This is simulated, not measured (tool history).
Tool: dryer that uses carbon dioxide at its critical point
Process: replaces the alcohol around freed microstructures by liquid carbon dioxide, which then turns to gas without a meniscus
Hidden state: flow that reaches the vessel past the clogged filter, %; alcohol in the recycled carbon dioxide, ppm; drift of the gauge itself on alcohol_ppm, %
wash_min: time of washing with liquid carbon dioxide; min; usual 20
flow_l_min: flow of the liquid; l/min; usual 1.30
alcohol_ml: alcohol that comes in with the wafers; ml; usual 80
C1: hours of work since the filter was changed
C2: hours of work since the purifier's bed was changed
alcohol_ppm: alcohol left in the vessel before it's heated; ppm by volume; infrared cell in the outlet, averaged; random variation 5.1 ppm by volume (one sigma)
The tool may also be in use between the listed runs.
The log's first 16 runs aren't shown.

Run 17, day 11.142: usual settings but flow_l_min 1.15 l/min; C1 97; C2 372. Result: alcohol_ppm 204 ppm by volume.
Run 18, day 11.883: usual settings but wash_min 14 min, flow_l_min 0.91 l/min, alcohol_ml 106 ml; C1 103; C2 379. Result: alcohol_ppm 1687 ppm by volume.
Run 19, day 12.458: usual settings but wash_min 13 min, flow_l_min 0.89 l/min; C1 109; C2 385. Result: alcohol_ppm 1655 ppm by volume.
Run 20, day 12.808: usual settings but wash_min 15 min, flow_l_min 1.63 l/min, alcohol_ml 71 ml; C1 112; C2 388. Result: alcohol_ppm 147 ppm by volume.
Run 21, day 13.483: usual settings but wash_min 15 min, flow_l_min 1.54 l/min, alcohol_ml 71 ml; C1 118; C2 394. Result: alcohol_ppm 185 ppm by volume.
Run 22, day 14.129: usual settings but wash_min 15 min, flow_l_min 1.54 l/min, alcohol_ml 71 ml; C1 124; C2 400. Result: alcohol_ppm 180 ppm by volume.
Run 23, day 14.596: usual settings but wash_min 19 min, flow_l_min 1.86 l/min, alcohol_ml 28 ml; C1 129; C2 405. Result: alcohol_ppm 82 ppm by volume.
Run 24, day 15.075: usual settings but wash_min 28 min, flow_l_min 1.54 l/min, alcohol_ml 62 ml; C1 133; C2 409. Result: alcohol_ppm 79 ppm by volume.
Run 25, day 15.583: usual settings but wash_min 13 min, flow_l_min 1.54 l/min, alcohol_ml 24 ml; C1 138; C2 414. Result: alcohol_ppm 161 ppm by volume.
Run 26, day 15.958: usual settings but flow_l_min 0.82 l/min, alcohol_ml 27 ml; C1 142; C2 417. Result: alcohol_ppm 281 ppm by volume.
Run 27, day 16.621: usual settings but flow_l_min 2.06 l/min, alcohol_ml 39 ml; C1 148; C2 424. Result: alcohol_ppm 93 ppm by volume.
Run 28, day 17.325: usual settings but wash_min 21 min, alcohol_ml 58 ml; C1 154; C2 430. Result: alcohol_ppm 125 ppm by volume.
Run 29, day 17.788: usual settings but wash_min 21 min, alcohol_ml 58 ml; C1 159; C2 434. Result: alcohol_ppm 131 ppm by volume.
Run 30, day 18.275: usual settings but wash_min 30 min, alcohol_ml 27 ml; C1 163; C2 439. Result: alcohol_ppm 82 ppm by volume.
Run 31, day 19.025: usual settings but wash_min 27 min; C1 170; C2 446. Result: alcohol_ppm 95 ppm by volume.
Run 32, day 19.608: usual settings but wash_min 26 min, flow_l_min 2.11 l/min, alcohol_ml 20 ml; C1 176; C2 451. Result: alcohol_ppm 86 ppm by volume.
Run 33, day 20.250: usual settings but wash_min 12 min, flow_l_min 1.08 l/min, alcohol_ml 110 ml; C1 182; C2 457. Result: alcohol_ppm 1804 ppm by volume.

3 ways to go on from here, each from the tool as it stands after run 33. What would each give?
Run A, day 21.071: usual settings but wash_min 19 min; C1 189; C2 465. Result: alcohol_ppm ?.
Run B, day 21.071: usual settings but wash_min 16 min, alcohol_ml 67 ml; C1 189; C2 465. Result: alcohol_ppm ?.
Run C, day 21.071: usual settings but wash_min 15 min, flow_l_min 1.08 l/min, alcohol_ml 110 ml; C1 189; C2 465. Result: alcohol_ppm ?.

run  alcohol_ppm
  A          190
  B          282
  C          925
Without the tool's hidden state the same runs would have given:
run  alcohol_ppm
  A           74
  B          151
  C          683

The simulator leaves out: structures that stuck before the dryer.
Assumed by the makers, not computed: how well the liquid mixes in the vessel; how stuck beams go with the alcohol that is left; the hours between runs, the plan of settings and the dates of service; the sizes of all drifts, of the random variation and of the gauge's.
